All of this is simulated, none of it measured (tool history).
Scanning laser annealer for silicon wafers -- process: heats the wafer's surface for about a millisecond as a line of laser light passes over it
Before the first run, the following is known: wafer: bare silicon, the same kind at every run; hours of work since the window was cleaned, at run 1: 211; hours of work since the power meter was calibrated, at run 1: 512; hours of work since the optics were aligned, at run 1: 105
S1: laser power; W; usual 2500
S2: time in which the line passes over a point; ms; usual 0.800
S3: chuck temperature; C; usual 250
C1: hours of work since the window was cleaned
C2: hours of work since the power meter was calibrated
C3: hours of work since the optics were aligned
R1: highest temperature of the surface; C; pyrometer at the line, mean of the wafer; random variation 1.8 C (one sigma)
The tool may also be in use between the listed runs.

Run 1, hour 0.0: usual settings; C1 211; C2 512; C3 105. Result: R1 1011 C.
Run 2, hour 53.0: usual settings; C1 236; C2 537; C3 130. Result: R1 1009 C.
Run 3, hour 98.5: usual settings; C1 257; C2 558; C3 151. Result: R1 1004 C.
Run 4, hour 172.1: usual settings; C1 292; C2 593; C3 186. Result: R1 1004 C.
Run 5, hour 233.9: usual settings; C1 321; C2 622; C3 215. Result: R1 1000 C.
Run 6, hour 269.4: usual settings; C1 337; C2 638; C3 231. Result: R1 993 C.
Run 7, hour 322.5: usual settings; C1 362; C2 663; C3 256. Result: R1 992 C.
Run 8, hour 362.8: usual settings; C1 381; C2 682; C3 275. Result: R1 991 C.
Run 9, hour 418.8: usual settings; C1 408; C2 709; C3 302. Result: R1 987 C.
Run 10, hour 451.7: usual settings but S1 2134 W; C1 423; C2 724; C3 317. Result: R1 856 C.
Run 11, hour 506.2: usual settings but S1 2134 W; C1 449; C2 750; C3 343. Result: R1 851 C.
Run 12, hour 564.0: usual settings but S1 2134 W; C1 476; C2 777; C3 370. Result: R1 850 C.
At hour 589.4: window over the wafer cleaned.
Run 13, hour 615.7: usual settings but S1 2134 W; C1 12; C2 800; C3 393. Result: R1 886 C.
Run 14, hour 695.5: usual settings but S2 0.606 ms, S3 285 C; C1 50; C2 838; C3 431. Result: R1 953 C.
Run 15, hour 737.0: usual settings but S1 2177 W, S2 0.872 ms, S3 257 C; C1 69; C2 857; C3 450. Result: R1 931 C.
Run 16, hour 770.7: usual settings but S1 2177 W, S2 0.872 ms, S3 257 C; C1 85; C2 873; C3 466. Result: R1 930 C.
Run 17, hour 839.5: usual settings but S1 2642 W, S2 0.638 ms, S3 262 C; C1 118; C2 905; C3 498. Result: R1 996 C.
Run 18, hour 890.4: usual settings but S1 2192 W; C1 141; C2 929; C3 522. Result: R1 898 C.
Run 19, hour 945.4: usual settings but S1 2383 W, S3 270 C; C1 167; C2 955; C3 548. Result: R1 985 C.
Run 20, hour 1019.3: usual settings but S1 2383 W, S3 270 C; C1 202; C2 990; C3 583. Result: R1 981 C.
Run 21, hour 1094.1: usual settings but S1 2383 W, S3 270 C; C1 237; C2 1025; C3 618. Result: R1 974 C.
Run 22, hour 1168.6: usual settings but S2 0.631 ms, S3 281 C; C1 272; C2 1060; C3 653. Result: R1 944 C.
Run 23, hour 1204.3: usual settings but S2 0.634 ms; C1 289; C2 1077; C3 670. Result: R1 915 C.
Run 24, hour 1252.4: usual settings but S2 0.634 ms, S3 234 C; C1 311; C2 1099; C3 692. Result: R1 899 C.
Run 25, hour 1291.8: usual settings but S2 0.634 ms, S3 234 C; C1 330; C2 1118; C3 711. Result: R1 894 C.

Measured less the same run without the tool's hidden state. The same run-to-run variation is in both; the gauge's scatter may not be:
Hidden conditions of the tool in this case: light that passes the window, % of a clean one's; laser's true power over the reading, %; width of the line over the set one, %; drift of the gauge itself on peak_c, C.
run   R1
  1  -27
  2  -30
  3  -33
  4  -37
  5  -39
  6  -42
  7  -45
  8  -46
  9  -49
 10  -42
 11  -45
 12  -47
 13  -11
 14  -15
 15  -17
 16  -19
 17  -24
 18  -23
 19  -29
 20  -33
 21  -35
 22  -37
 23  -39
 24  -41
 25  -43
